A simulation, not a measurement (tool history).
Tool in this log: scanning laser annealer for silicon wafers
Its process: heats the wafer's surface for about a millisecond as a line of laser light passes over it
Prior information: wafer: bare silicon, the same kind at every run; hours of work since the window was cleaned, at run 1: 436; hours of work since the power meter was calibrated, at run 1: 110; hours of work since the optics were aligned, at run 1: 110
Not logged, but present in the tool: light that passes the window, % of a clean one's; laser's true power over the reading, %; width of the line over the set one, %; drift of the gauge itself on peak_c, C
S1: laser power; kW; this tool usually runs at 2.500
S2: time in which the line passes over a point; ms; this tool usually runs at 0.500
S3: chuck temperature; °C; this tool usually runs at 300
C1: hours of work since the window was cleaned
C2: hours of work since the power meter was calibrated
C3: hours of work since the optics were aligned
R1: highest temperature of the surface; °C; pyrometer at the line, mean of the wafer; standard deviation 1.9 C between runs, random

run,hour,S1,S2,S3,C1,C2,C3,R1
1,0.0,2.500,0.500,300,436,110,110,1070
2,50.0,2.500,0.500,300,459,133,133,1073
3,84.8,2.500,0.361,300,475,149,149,946
4,117.7,2.500,0.500,300,490,164,164,1072
5,178.1,2.500,0.500,300,518,192,192,1068
6,216.7,2.500,0.500,300,536,209,209,1070
7,276.3,2.500,0.500,273,563,237,237,1041
8,323.8,2.308,0.500,300,585,259,259,995
9,354.4,2.308,0.500,300,599,273,273,995
10,396.3,2.500,0.500,300,618,292,292,1064
11,468.2,2.500,0.500,300,652,325,325,1060
12,532.8,2.500,0.500,292,681,355,355,1056
13,569.9,2.500,0.500,292,698,372,372,1054
14,639.6,2.500,0.500,292,730,404,404,1051
15,684.5,2.500,0.500,300,751,425,425,1059
16,723.4,2.500,0.500,300,769,443,443,1060
17,796.3,2.500,0.500,307,803,477,477,1067
18,849.6,2.605,0.500,300,827,501,501,1094
19,906.1,2.500,0.500,261,853,527,527,1013
20,941.2,2.500,0.500,300,869,543,543,1051
21,1015.2,2.500,0.500,300,904,578,578,1051
22,1074.7,2.500,0.598,288,931,605,605,1112
23,1117.1,2.500,0.598,288,951,624,624,1114
24,1160.0,2.597,0.598,305,970,644,644,1167
# hour 1180.8: window over the wafer cleaned
25,1210.1,2.360,0.598,324,13,666,666,1136
26,1243.8,2.360,0.608,324,29,682,682,1149
27,1304.5,2.500,0.492,310,57,710,710,1093
28,1343.7,2.500,0.506,310,75,728,728,1107
29,1401.4,2.500,0.375,310,102,755,755,984
30,1444.4,2.500,0.375,310,121,774,774,983
31,1482.9,2.163,0.529,335,139,792,792,1011
32,1531.3,2.163,0.402,335,162,814,814,918
33,1579.9,2.423,0.450,272,184,837,837,983
34,1630.2,2.385,0.500,300,207,860,860,1040
# hour 1684.5: optics aligned, line set to its width
35,1684.5,2.500,0.461,296,230,883,0,1050
36,1745.4,2.500,0.461,296,258,911,28,1051
37,1778.8,2.500,0.461,296,273,926,43,1051
38,1833.3,2.500,0.387,290,298,951,69,977
39,1875.8,2.271,0.553,306,318,971,88,1041
40,1913.0,2.271,0.554,306,335,988,105,1040
41,1960.7,2.558,0.582,271,357,1010,127,1143

Consider 3 possible next runs. They are alternatives, not a sequence: every one starts from the tool as it was left by run 41. What does each give?
A,1998.2,2.500,0.527,300,374,1027,145,?
B,1998.2,2.174,0.563,309,374,1027,145,?
C,1998.2,2.622,0.407,292,374,1027,145,?

run,R1
A,1105
B,1007
C,1036
Had the tool no hidden state, the same runs would have come out as:
run,R1
A,1125
B,1024
C,1053
